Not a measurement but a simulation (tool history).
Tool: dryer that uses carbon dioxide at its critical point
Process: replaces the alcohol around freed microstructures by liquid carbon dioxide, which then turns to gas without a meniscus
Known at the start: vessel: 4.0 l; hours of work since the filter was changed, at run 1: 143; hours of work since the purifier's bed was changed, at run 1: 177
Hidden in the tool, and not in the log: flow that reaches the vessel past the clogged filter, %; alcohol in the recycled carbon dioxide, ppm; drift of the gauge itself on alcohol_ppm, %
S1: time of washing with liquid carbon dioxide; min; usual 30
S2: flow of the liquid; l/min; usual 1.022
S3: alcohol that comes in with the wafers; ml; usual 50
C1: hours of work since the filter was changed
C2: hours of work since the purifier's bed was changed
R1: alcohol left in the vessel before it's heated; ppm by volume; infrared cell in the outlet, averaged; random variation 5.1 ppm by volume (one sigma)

| run | day | S1 | S2 | S3 | C1 | C2 | R1 |
|---|---|---|---|---|---|---|---|
| 1 | 0 | 30 | 1.022 | 50 | 143 | 177 | 94 |
| 2 | 0.542 | 30 | 1.07 | 50 | 153 | 187 | 79 |
| 3 | 0.971 | 30 | 1.07 | 50 | 160 | 194 | 92 |
| 4 | 1.45 | 30 | 1.022 | 50 | 169 | 203 | 105 |
| 5 | 1.758 | 30 | 1.022 | 50 | 174 | 208 | 104 |
| 6 | 2.133 | 30 | 1.022 | 50 | 181 | 215 | 97 |
| 7 | 2.488 | 30 | 1.022 | 50 | 187 | 221 | 101 |
| 8 | 2.85 | 30 | 1.022 | 50 | 194 | 228 | 105 |
| 9 | 3.354 | 30 | 1.022 | 50 | 203 | 237 | 114 |
| 10 | 3.8 | 30 | 1.022 | 50 | 211 | 244 | 100 |
| 11 | 4.304 | 30 | 1.022 | 50 | 219 | 253 | 113 |
| 12 | 4.621 | 30 | 1.022 | 50 | 225 | 259 | 110 |
| 13 | 4.854 | 30 | 1.022 | 50 | 229 | 263 | 109 |
| 14 | 5.212 | 30 | 1.022 | 50 | 236 | 269 | 110 |
| 15 | 5.671 | 30 | 1.022 | 50 | 244 | 278 | 114 |
| 16 | 5.9 | 30 | 1.022 | 50 | 248 | 282 | 112 |
| 17 | 6.167 | 30 | 1.022 | 50 | 252 | 286 | 113 |
| 18 | 6.383 | 19 | 0.8 | 37 | 256 | 290 | 794 |
| 19 | 6.708 | 30 | 1.65 | 50 | 262 | 296 | 42 |
| 20 | 6.929 | 18 | 1.022 | 34 | 266 | 300 | 439 |
| 21 | 7.362 | 18 | 1.022 | 34 | 274 | 308 | 442 |
| 22 | 7.904 | 23 | 1.022 | 95 | 283 | 317 | 512 |
| 23 | 8.358 | 31 | 1.022 | 59 | 291 | 325 | 120 |
| 24 | 8.583 | 31 | 1.022 | 49 | 295 | 329 | 113 |
| 25 | 8.8 | 25 | 1.022 | 36 | 299 | 333 | 181 |
| 26 | 9.317 | 30 | 0.68 | 43 | 308 | 342 | 438 |
| 27 | 9.842 | 45 | 1.19 | 50 | 318 | 351 | 53 |
| 28 | 10.208 | 45 | 1.19 | 50 | 324 | 358 | 55 |
| 29 | 10.429 | 45 | 1.19 | 50 | 328 | 362 | 59 |
| 30 | 10.717 | 32 | 0.83 | 35 | 333 | 367 | 179 |
| 31 | 10.988 | 30 | 1.11 | 103 | 338 | 372 | 168 |

Forecast each of these 4 alternatives for the next run:
| A | 11.333 | 41 | 1.26 | 77 | 344 | 378 | ? |
| B | 11.333 | 30 | 1.18 | 103 | 344 | 378 | ? |
| C | 11.333 | 30 | 1.11 | 67 | 344 | 378 | ? |
| D | 11.333 | 23 | 1.01 | 85 | 344 | 378 | ? |

| run | R1 |
|---|---|
| A | 59 |
| B | 139 |
| C | 122 |
| D | 554 |
Without the tool's hidden state the same runs would have given:
| run | R1 |
|---|---|
| A | 6 |
| B | 51 |
| C | 40 |
| D | 324 |
